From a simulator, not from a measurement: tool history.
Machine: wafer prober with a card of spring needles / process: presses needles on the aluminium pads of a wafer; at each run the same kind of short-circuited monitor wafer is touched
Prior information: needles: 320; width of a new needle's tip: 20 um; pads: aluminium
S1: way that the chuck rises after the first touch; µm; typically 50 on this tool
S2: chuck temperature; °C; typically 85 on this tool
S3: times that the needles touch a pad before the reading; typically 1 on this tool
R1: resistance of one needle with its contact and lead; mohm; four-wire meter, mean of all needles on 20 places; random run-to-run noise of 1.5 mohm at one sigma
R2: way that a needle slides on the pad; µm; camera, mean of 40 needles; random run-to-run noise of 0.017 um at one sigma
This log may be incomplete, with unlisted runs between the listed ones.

run 1 day=0.000 | S1=50 S2=85 S3=1 | R1=144 R2=10.27
-- day=0.371 tips cleaned on abrasive film
-- day=0.667 tips cleaned on abrasive film
-- day=0.900 height of the first contact set anew
-- day=1.050 tips cleaned on abrasive film
-- day=1.346 tips cleaned on abrasive film
-- day=1.717 tips cleaned on abrasive film
-- day=2.088 tips cleaned on abrasive film
run 2 day=2.142 | S1=50 S2=85 S3=1 | R1=161 R2=10.48
-- day=2.438 tips cleaned on abrasive film
-- day=2.808 tips cleaned on abrasive film
-- day=3.104 tips cleaned on abrasive film
-- day=3.475 tips cleaned on abrasive film
run 3 day=3.754 | S1=31 S2=85 S3=1 | R1=296 R2=6.35
-- day=3.833 tips cleaned on abrasive film
-- day=4.129 tips cleaned on abrasive film
-- day=4.425 tips cleaned on abrasive film
-- day=4.725 tips cleaned on abrasive film
-- day=5.092 tips cleaned on abrasive film
-- day=5.392 tips cleaned on abrasive film
-- day=5.688 tips cleaned on abrasive film
-- day=5.771 height of the first contact set anew
-- day=5.996 tips cleaned on abrasive film
run 4 day=6.121 | S1=50 S2=85 S3=1 | R1=181 R2=10.59
-- day=6.346 tips cleaned on abrasive film
-- day=6.642 tips cleaned on abrasive film
-- day=7.012 tips cleaned on abrasive film
-- day=7.383 tips cleaned on abrasive film
run 5 day=7.538 | S1=50 S2=85 S3=1 | R1=186 R2=10.47
-- day=7.688 tips cleaned on abrasive film
-- day=7.983 tips cleaned on abrasive film
-- day=8.354 tips cleaned on abrasive film
-- day=8.725 tips cleaned on abrasive film
-- day=9.021 tips cleaned on abrasive film
run 6 day=9.108 | S1=50 S2=85 S3=1 | R1=172 R2=10.36
-- day=9.329 tips cleaned on abrasive film
-- day=9.629 tips cleaned on abrasive film
-- day=9.996 tips cleaned on abrasive film
-- day=10.296 tips cleaned on abrasive film
-- day=10.667 tips cleaned on abrasive film
-- day=10.679 height of the first contact set anew
-- day=11.046 tips cleaned on abrasive film
-- day=11.346 tips cleaned on abrasive film
run 7 day=11.471 | S1=50 S2=85 S3=2 | R1=166 R2=10.51
-- day=11.696 tips cleaned on abrasive film
-- day=11.992 tips cleaned on abrasive film
-- day=12.362 tips cleaned on abrasive film
-- day=12.658 tips cleaned on abrasive film
-- day=13.029 tips cleaned on abrasive film
-- day=13.325 tips cleaned on abrasive film
run 8 day=13.417 | S1=50 S2=85 S3=2 | R1=164 R2=10.40
-- day=13.638 tips cleaned on abrasive film
-- day=14.008 tips cleaned on abrasive film
-- day=14.304 tips cleaned on abrasive film
-- day=14.604 tips cleaned on abrasive film
run 9 day=14.771 | S1=50 S2=85 S3=2 | R1=176 R2=10.31
-- day=14.921 tips cleaned on abrasive film
-- day=15.221 tips cleaned on abrasive film
-- day=15.525 height of the first contact set anew
-- day=15.600 tips cleaned on abrasive film
-- day=15.900 tips cleaned on abrasive film
run 10 day=16.029 | S1=50 S2=85 S3=2 | R1=170 R2=10.52
-- day=16.254 tips cleaned on abrasive film
-- day=16.550 tips cleaned on abrasive film
-- day=16.846 tips cleaned on abrasive film
run 11 day=17.108 | S1=50 S2=85 S3=2 | R1=178 R2=10.47
-- day=17.183 tips cleaned on abrasive film
-- day=17.554 tips cleaned on abrasive film
-- day=17.850 tips cleaned on abrasive film
-- day=18.221 tips cleaned on abrasive film
run 12 day=18.512 | S1=50 S2=85 S3=1 | R1=208 R2=10.35
-- day=18.588 tips cleaned on abrasive film
-- day=18.888 tips cleaned on abrasive film
-- day=19.183 tips cleaned on abrasive film
-- day=19.479 tips cleaned on abrasive film
-- day=19.850 tips cleaned on abrasive film
-- day=20.146 tips cleaned on abrasive film
-- day=20.379 height of the first contact set anew
run 13 day=20.388 | S1=34 S2=86 S3=1 | R1=264 R2=7.21
-- day=20.462 tips cleaned on abrasive film
-- day=20.762 tips cleaned on abrasive film
-- day=21.133 tips cleaned on abrasive film
-- day=21.500 tips cleaned on abrasive film
-- day=21.800 tips cleaned on abrasive film
run 14 day=22.088 | S1=48 S2=85 S3=1 | R1=212 R2=10.06
-- day=22.167 tips cleaned on abrasive film
-- day=22.462 tips cleaned on abrasive film
-- day=22.762 tips cleaned on abrasive film
-- day=23.129 tips cleaned on abrasive film
run 15 day=23.167 | S1=50 S2=85 S3=2 | R1=157 R2=10.36
-- day=23.462 tips cleaned on abrasive film
-- day=23.762 tips cleaned on abrasive film
-- day=24.058 tips cleaned on abrasive film
run 16 day=24.212 | S1=50 S2=85 S3=2 | R1=177 R2=10.29
-- day=24.362 tips cleaned on abrasive film
-- day=24.733 tips cleaned on abrasive film
-- day=25.104 tips cleaned on abrasive film
-- day=25.262 height of the first contact set anew
-- day=25.412 tips cleaned on abrasive film
-- day=25.783 tips cleaned on abrasive film
-- day=26.079 tips cleaned on abrasive film
run 17 day=26.362 | S1=53 S2=85 S3=1 | R1=198 R2=11.14
-- day=26.442 tips cleaned on abrasive film
-- day=26.812 tips cleaned on abrasive film
-- day=27.183 tips cleaned on abrasive film
-- day=27.479 tips cleaned on abrasive film
-- day=27.775 tips cleaned on abrasive film
run 18 day=27.883 | S1=53 S2=85 S3=1 | R1=179 R2=11.02
-- day=28.104 tips cleaned on abrasive film
-- day=28.404 tips cleaned on abrasive film
-- day=28.775 tips cleaned on abrasive film
-- day=29.142 tips cleaned on abrasive film
-- day=29.479 tips cleaned on abrasive film
run 19 day=29.479 | S1=50 S2=45 S3=1 | R1=144 R2=10.28
-- day=29.850 tips cleaned on abrasive film
-- day=30.146 tips cleaned on abrasive film
-- day=30.158 height of the first contact set anew
-- day=30.529 tips cleaned on abrasive film
-- day=30.825 tips cleaned on abrasive film
run 20 day=30.850 | S1=58 S2=85 S3=1 | R1=154 R2=12.24
-- day=31.150 tips cleaned on abrasive film
-- day=31.446 tips cleaned on abrasive film
-- day=31.817 tips cleaned on abrasive film
-- day=32.317 card fitted with new needles
-- day=32.612 tips cleaned on abrasive film
run 21 day=32.833 | S1=58 S2=80 S3=1 | R1=155 R2=12.29
-- day=32.912 tips cleaned on abrasive film
-- day=33.208 tips cleaned on abrasive film
-- day=33.508 tips cleaned on abrasive film
-- day=33.875 tips cleaned on abrasive film
-- day=34.175 tips cleaned on abrasive film
-- day=34.546 tips cleaned on abrasive film
run 22 day=34.650 | S1=45 S2=43 S3=1 | R1=157 R2=9.35
-- day=34.875 tips cleaned on abrasive film
-- day=35.246 tips cleaned on abrasive film
-- day=35.542 tips cleaned on abrasive film
-- day=35.912 tips cleaned on abrasive film
-- day=36.208 tips cleaned on abrasive film
-- day=36.579 tips cleaned on abrasive film
run 23 day=36.733 | S1=45 S2=43 S3=1 | R1=157 R2=9.19

Here are 3 independent what-if runs from the current tool condition. What would each one return?
-- day=36.883 tips cleaned on abrasive film
-- day=37.188 height of the first contact set anew
-- day=37.262 tips cleaned on abrasive film
-- day=37.562 tips cleaned on abrasive film
-- day=37.933 tips cleaned on abrasive film
-- day=38.300 tips cleaned on abrasive film
-- day=38.600 tips cleaned on abrasive film
run A day=38.700 | S1=45 S2=50 S3=1 | R1=? R2=?
-- day=36.883 tips cleaned on abrasive film
-- day=37.188 height of the first contact set anew
-- day=37.262 tips cleaned on abrasive film
-- day=37.562 tips cleaned on abrasive film
-- day=37.933 tips cleaned on abrasive film
-- day=38.300 tips cleaned on abrasive film
-- day=38.600 tips cleaned on abrasive film
run B day=38.700 | S1=42 S2=82 S3=3 | R1=? R2=?
-- day=36.883 tips cleaned on abrasive film
-- day=37.188 height of the first contact set anew
-- day=37.262 tips cleaned on abrasive film
-- day=37.562 tips cleaned on abrasive film
-- day=37.933 tips cleaned on abrasive film
-- day=38.300 tips cleaned on abrasive film
-- day=38.600 tips cleaned on abrasive film
run C day=38.700 | S1=50 S2=43 S3=1 | R1=? R2=?

run=A R1=152 R2=9.42
run=B R1=147 R2=8.75
run=C R1=150 R2=10.47
With the hidden condition removed and each run's random variation left untouched, the same runs would have given:
run=A R1=130 R2=9.54
run=B R1=137 R2=8.87
run=C R1=130 R2=10.59
